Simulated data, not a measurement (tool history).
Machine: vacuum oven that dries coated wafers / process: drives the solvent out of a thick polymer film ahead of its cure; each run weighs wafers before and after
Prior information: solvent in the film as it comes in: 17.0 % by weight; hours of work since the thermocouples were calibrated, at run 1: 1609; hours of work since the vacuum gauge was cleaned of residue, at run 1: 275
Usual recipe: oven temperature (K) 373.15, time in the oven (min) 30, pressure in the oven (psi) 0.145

run,day,oven temperature (K),time in the oven (min),pressure in the oven (psi),hours of work since the thermocouples were calibrated,hours of work since the vacuum gauge was cleaned of residue,solvent left in the film (%)
1,0,373.15,30,0.145,1609,275,2.49
2,0.892,373.15,51,0.145,1624,290,1.02
3,2.35,370.15,30,0.145,1649,314,3.15
4,3.875,360.15,30,0.145,1674,340,5.86
5,5.8,385.15,30,0.145,1706,372,0.84
6,6.95,385.15,30,0.145,1725,391,0.83
# day 7.867: oven's thermocouples calibrated
7,8.262,385.15,30,0.254,7,411,1.02
8,10.138,373.15,30,0.145,38,443,2.38
# day 10.396: vacuum gauge cleaned of residue and calibrated
9,11.85,373.15,30,0.145,65,24,2.42
10,13.35,373.15,30,0.145,90,49,2.48
11,15.512,373.15,30,0.145,126,85,2.38
12,17.15,373.15,30,0.145,154,113,2.44
13,18.471,373.15,30,0.145,176,135,2.46
14,19.688,373.15,30,0.145,196,155,2.49
15,20.817,373.15,30,0.145,215,174,2.43
# day 21.292: vacuum gauge cleaned of residue and calibrated, once more
16,22.496,387.15,25,0.339,242,20,1.28
17,24.504,387.15,25,0.339,275,54,1.29
18,25.625,363.15,38,0.31,294,72,4.38
19,27.083,373.15,30,0.177,318,97,2.48
20,28.975,373.15,46,0.254,350,128,1.58
21,30.175,381.15,30,0.284,370,148,1.48
22,31.833,369.15,30,0.284,397,176,3.73
23,33.575,362.15,19,0.332,426,205,7.86
24,34.779,362.15,19,0.332,447,225,7.88

Per-run results on a tool with no hidden state, each run keeping its own random variation:
What the log doesn't record here: true wafer temperature over the reading, C; true pressure over the reading, kPa; drift of the gauge itself on solvent_pct, %.
run,solvent left in the film (%)
1,2.16
2,0.84
3,2.75
4,5.35
5,0.68
6,0.66
7,0.92
8,2.18
9,2.2
10,2.25
11,2.15
12,2.2
13,2.21
14,2.24
15,2.18
16,1.18
17,1.19
18,4.1
19,2.27
20,1.43
21,1.33
22,3.44
23,7.54
24,7.55
